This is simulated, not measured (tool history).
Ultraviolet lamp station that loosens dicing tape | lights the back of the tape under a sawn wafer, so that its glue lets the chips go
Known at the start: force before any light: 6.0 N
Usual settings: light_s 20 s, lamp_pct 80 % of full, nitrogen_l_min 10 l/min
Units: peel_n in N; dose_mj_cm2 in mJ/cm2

run,hour,light_s,lamp_pct,nitrogen_l_min,peel_n,dose_mj_cm2
1,0.0,20,80,10,0.940,342
2,7.2,20,80,10,0.936,340
3,16.8,20,80,10,0.938,339
4,24.9,20,80,10,0.919,336
5,40.1,20,80,10,0.958,334
6,51.8,20,80,16,0.757,327
7,67.2,19,80,10,1.077,317
8,75.5,19,80,10,1.094,311
# hour 77.2: window cleaned of glue's vapour
9,84.7,19,80,10,1.090,308
10,99.1,19,80,10,1.105,306

Run 11 comes next. What will it give?
11,115.3,20,64,10,?,?

peel_n: 1.482 N
dose_mj_cm2: 250 mJ/cm2
Without the tool's hidden state the same run would have given peel_n 1.080 N, dose_mj_cm2 311 mJ/cm2.

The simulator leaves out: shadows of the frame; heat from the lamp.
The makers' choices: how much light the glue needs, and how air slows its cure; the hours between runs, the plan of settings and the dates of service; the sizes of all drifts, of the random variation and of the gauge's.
